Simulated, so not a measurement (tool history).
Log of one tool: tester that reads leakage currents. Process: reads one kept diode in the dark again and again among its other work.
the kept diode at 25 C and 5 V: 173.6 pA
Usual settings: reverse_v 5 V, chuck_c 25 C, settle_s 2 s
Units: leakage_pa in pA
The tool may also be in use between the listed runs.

run,hour,reverse_v,chuck_c,settle_s,leakage_pa
1,0,5,25,2,174.9
2,210.3,5,25,2,174.58
3,418.4,5,25,2,174.04
4,624.9,5,25,2,174.47
5,754.4,5,25,2,174.67
6,962.1,5,25,2,174.15
7,1132.6,5,25,2,173.61
8,1320.5,5,25,2,173.3
9,1503.1,5,25,2,173.73
10,1716.1,5,25,2,174.23
11,1936,5,25,1.18,175.33
12,2036.7,5,25,1.18,174.33
13,2204.1,5,25,1.18,174.57
14,2326,5,25,1.18,174.18
15,2438.1,5,25,1.18,173.86
16,2576,12.67,25,1.18,271.45
17,2769.3,5,25,2,174.49
18,2911.4,5,55,2,1310.07
19,3076.4,5,55,2,1312.17
20,3246.6,5,25,5.34,174.3
21,3358.3,16.13,24,2.31,282.54
22,3533.6,16.13,24,2.31,281.91
23,3631.2,16.13,24,1.56,283.29
24,3806.1,16.13,24,1.56,282.84
25,3973.8,1.96,46,0.49,477.7
26,4135.7,2.81,51,5.82,779.89
27,4312.7,2.81,51,5.82,775.86
28,4414.7,2.81,51,5.82,779.91
29,4534.9,2.81,51,5.82,774.35
30,4634.9,2.81,51,5.82,779.34
31,4770.9,2.81,51,5.82,776.86
32,4895,2.81,51,5.82,778.74
33,5014.5,2.81,51,5.82,777.25
34,5217.9,5,47,0.34,796.17
35,5370.6,5,56,2,1387.98
36,5510,15.44,28,2,370.28
37,5687.2,9.52,30,4.74,339.5
38,5851.5,3.5,37,8.59,345.97
39,6043.2,5,34,1.33,332.45

Not shown: 6 entries that the log had between the listed runs. Between which runs, and how does the tool's hidden state differ before and after?
Between runs 5 and 6: chuck's temperature calibrated (hour 925)
  stray current of the dirty probe card, pA a volt: 0.033 -> 0.035; true chuck temperature over the reading, C: 0.01 -> 0
Between runs 7 and 8: probe card cleaned and baked (hour 1283.3)
  stray current of the dirty probe card, pA a volt: 0.036 -> 0.02
Between runs 8 and 9: tester calibrated (hour 1477)
  stray current of the dirty probe card, pA a volt: 0.02 -> 0.022
Between runs 24 and 25: probe card cleaned and baked (hour 3853.3)
  stray current of the dirty probe card, pA a volt: 0.037 -> 0.021
Between runs 31 and 32: chuck's temperature calibrated (hour 4811)
  stray current of the dirty probe card, pA a volt: 0.026 -> 0.027; true chuck temperature over the reading, C: 0.01 -> 0
Between runs 37 and 38: tester calibrated (hour 5702.1)
  stray current of the dirty probe card, pA a volt: 0.032 -> 0.033
